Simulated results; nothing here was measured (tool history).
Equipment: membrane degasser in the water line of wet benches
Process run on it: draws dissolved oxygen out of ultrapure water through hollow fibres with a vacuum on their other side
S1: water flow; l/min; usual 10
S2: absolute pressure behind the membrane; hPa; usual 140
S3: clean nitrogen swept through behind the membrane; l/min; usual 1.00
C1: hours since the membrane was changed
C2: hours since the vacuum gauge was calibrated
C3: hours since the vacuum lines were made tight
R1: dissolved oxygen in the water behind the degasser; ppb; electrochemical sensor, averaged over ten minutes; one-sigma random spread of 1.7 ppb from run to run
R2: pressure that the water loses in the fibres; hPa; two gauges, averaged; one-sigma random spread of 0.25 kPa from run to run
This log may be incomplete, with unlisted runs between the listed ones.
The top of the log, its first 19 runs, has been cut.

{"run": 20, "hour": 707.9, "S1": 10, "S2": 140, "S3": 0.62, "C1": 1078, "C2": 1573, "C3": 7515, "R1": 403.9, "R2": 671.9}
{"run": 21, "hour": 752.5, "S1": 10, "S2": 251, "S3": 0.64, "C1": 1122, "C2": 1617, "C3": 7560, "R1": 748.3, "R2": 668.5}
{"run": 22, "hour": 776.2, "S1": 10, "S2": 251, "S3": 0.64, "C1": 1146, "C2": 1641, "C3": 7583, "R1": 753.4, "R2": 675.2}
{"run": 23, "hour": 828.9, "S1": 10, "S2": 251, "S3": 0.67, "C1": 1199, "C2": 1693, "C3": 7636, "R1": 722.9, "R2": 669.4}
{"run": 24, "hour": 854.0, "S1": 10, "S2": 165, "S3": 1.34, "C1": 1224, "C2": 1719, "C3": 7661, "R1": 250.6, "R2": 669.7}
{"run": 25, "hour": 884.0, "S1": 10, "S2": 198, "S3": 0.97, "C1": 1254, "C2": 1749, "C3": 7691, "R1": 413.9, "R2": 670.9}
{"run": 26, "hour": 927.0, "S1": 10, "S2": 198, "S3": 0.97, "C1": 1297, "C2": 1792, "C3": 7734, "R1": 409.5, "R2": 671.0}
{"run": 27, "hour": 970.1, "S1": 15, "S2": 120, "S3": 0.97, "C1": 1340, "C2": 1835, "C3": 7777, "R1": 352.4, "R2": 1009.4}
{"run": 28, "hour": 998.6, "S1": 15, "S2": 120, "S3": 0.97, "C1": 1368, "C2": 1863, "C3": 7806, "R1": 344.2, "R2": 1005.6}
{"run": 29, "hour": 1034.9, "S1": 15, "S2": 120, "S3": 0.97, "C1": 1405, "C2": 1900, "C3": 7842, "R1": 348.2, "R2": 1005.3}
{"hour": 1040.3, "done": "seals of the vacuum lines changed"}
{"run": 30, "hour": 1076.3, "S1": 15, "S2": 120, "S3": 0.97, "C1": 1444, "C2": 1939, "C3": 36, "R1": 343.3, "R2": 999.1}
{"run": 31, "hour": 1122.5, "S1": 15, "S2": 120, "S3": 0.97, "C1": 1490, "C2": 1985, "C3": 82, "R1": 341.9, "R2": 998.8}
{"run": 32, "hour": 1163.0, "S1": 15, "S2": 120, "S3": 0.97, "C1": 1531, "C2": 2026, "C3": 123, "R1": 341.6, "R2": 1000.3}
{"run": 33, "hour": 1197.5, "S1": 15, "S2": 120, "S3": 1.39, "C1": 1565, "C2": 2060, "C3": 157, "R1": 260.6, "R2": 999.9}

Predict each of these 3 candidate next runs independently; none follows another, all start after run 33:
{"run": "A", "hour": 1243.1, "S1": 11, "S2": 140, "S3": 2.44, "C1": 1611, "C2": 2106, "C3": 203, "R1": "?", "R2": "?"}
{"run": "B", "hour": 1243.1, "S1": 10, "S2": 140, "S3": 0.42, "C1": 1611, "C2": 2106, "C3": 203, "R1": "?", "R2": "?"}
{"run": "C", "hour": 1243.1, "S1": 8, "S2": 189, "S3": 0.95, "C1": 1611, "C2": 2106, "C3": 203, "R1": "?", "R2": "?"}

run=A R1=131.0 R2=737.4
run=B R1=546.8 R2=668.5
run=C R1=312.7 R2=535.0
Without the tool's hidden state the same runs would have given:
run=A R1=128.8 R2=733.1
run=B R1=540.5 R2=664.5
run=C R1=308.5 R2=531.8

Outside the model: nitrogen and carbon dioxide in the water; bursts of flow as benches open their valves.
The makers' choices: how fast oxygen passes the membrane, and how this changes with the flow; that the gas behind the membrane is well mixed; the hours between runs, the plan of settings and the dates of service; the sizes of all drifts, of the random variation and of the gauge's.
